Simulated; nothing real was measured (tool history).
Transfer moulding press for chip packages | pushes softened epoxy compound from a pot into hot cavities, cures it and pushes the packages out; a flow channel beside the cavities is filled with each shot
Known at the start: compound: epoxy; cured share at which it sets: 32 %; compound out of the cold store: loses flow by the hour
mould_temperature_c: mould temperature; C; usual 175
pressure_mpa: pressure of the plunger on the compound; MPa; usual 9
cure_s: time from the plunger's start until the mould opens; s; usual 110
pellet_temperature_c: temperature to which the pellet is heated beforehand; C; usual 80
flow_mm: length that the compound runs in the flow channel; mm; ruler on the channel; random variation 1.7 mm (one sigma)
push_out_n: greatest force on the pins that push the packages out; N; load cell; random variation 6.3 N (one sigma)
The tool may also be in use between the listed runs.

run	day	mould_temperature_c	pressure_mpa	cure_s	pellet_temperature_c	incoming compound's hours out of the cold store	flow_mm	push_out_n
1	0	175	9	110	80	35.5	649	236
2	0.225	175	9	110	80	26.1	681	260
3	0.6	175	9	110	80	24.4	685	274
4	0.892	175	9	110	80	38.3	639	295
5	1.054	183	9	110	80	45.5	600	257
6	1.379	183	9	110	80	35.4	631	271
7	1.696	183	9	110	80	22.8	669	270
8	1.85	175	9	110	78	35.2	648	341
9	2.204	175	9	110	87	17.6	704	371
10	2.429	175	9	110	87	20.3	693	377
11	2.638	175	9	110	87	44.8	613	377
12	2.8	175	9	110	89	9.1	734	388
13	3.1	175	9	110	80	19	697	384
14	3.425	175	7.84	110	80	9.7	681	423
15	3.692	175	10.44	95	71	21.5	742	538
16	4.033	182	9	98	79	40.8	611	336
# day 4.162: cavities cleaned with cleaning compound and waxed
17	4.367	175	9	111	80	26.7	672	254
18	4.521	175	9	110	88	40.5	628	251
19	4.717	175	9	110	88	41.1	624	274
20	4.896	175	9	115	84	21.7	685	273
21	5.146	170	9.88	99	88	16.6	749	529
22	5.317	175	7.86	138	84	14.8	661	260
23	5.675	179	9	122	75	28.6	652	264
24	5.85	168	8.54	119	74	28.4	664	449
25	6.154	168	8.54	119	74	10.3	725	502
26	6.346	175	8.88	95	80	26.5	661	448
27	6.55	175	8.88	95	80	28	657	467
28	6.775	175	9	101	82	9.8	720	443

The same runs without the tool's hidden state, with the same run-to-run variation:
The hidden state here: true mould temperature over the reading, C; pressure that reaches the compound, % of what is set; grip of the stained cavities, % over clean ones'; drift of the gauge itself on flow_mm, %; drift of the gauge itself on push_out_n, %.
run	flow_mm	push_out_n
1	657	235
2	690	243
3	695	236
4	649	239
5	610	202
6	642	203
7	681	192
8	660	241
9	718	251
10	708	250
11	626	246
12	750	249
13	713	239
14	697	260
15	760	328
16	626	195
17	689	242
18	645	230
19	640	241
20	704	231
21	770	431
22	680	201
23	671	194
24	684	330
25	747	354
26	682	307
27	679	314
28	745	295
